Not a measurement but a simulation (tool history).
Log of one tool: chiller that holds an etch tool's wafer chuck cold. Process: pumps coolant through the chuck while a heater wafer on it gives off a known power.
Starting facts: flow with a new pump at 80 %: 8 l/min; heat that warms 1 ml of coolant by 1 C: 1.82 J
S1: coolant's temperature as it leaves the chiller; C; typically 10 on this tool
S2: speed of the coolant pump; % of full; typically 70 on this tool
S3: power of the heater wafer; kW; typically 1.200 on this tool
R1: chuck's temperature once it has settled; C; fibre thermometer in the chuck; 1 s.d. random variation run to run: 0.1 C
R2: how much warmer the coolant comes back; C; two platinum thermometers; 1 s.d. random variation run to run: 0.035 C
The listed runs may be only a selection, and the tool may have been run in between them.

run 1 day=0.000 | S1=10 S2=70 S3=1.200 | R1=22.7 R2=5.77
run 2 day=0.767 | S1=10 S2=70 S3=1.200 | R1=22.6 R2=5.80
run 3 day=1.329 | S1=10 S2=70 S3=1.200 | R1=22.6 R2=5.84
run 4 day=2.050 | S1=10 S2=70 S3=1.200 | R1=22.8 R2=5.80
-- day=2.908 chiller's thermometer calibrated
run 5 day=3.217 | S1=10 S2=70 S3=1.200 | R1=22.6 R2=5.71
run 6 day=4.517 | S1=10 S2=70 S3=1.200 | R1=22.6 R2=5.71
run 7 day=5.488 | S1=10 S2=70 S3=1.200 | R1=22.7 R2=5.72
run 8 day=6.075 | S1=10 S2=88 S3=0.924 | R1=18.0 R2=3.44

Run 9 is up next; what results do you expect?
run 9 day=6.858 | S1=8 S2=82 S3=0.944 | R1=? R2=?

{"run 9": {"R1": 16.5, "R2": 3.81}}
Were there no unlogged condition in the tool, this run, its random variation unchanged, would have produced R1 16.5 C, R2 3.80 C.
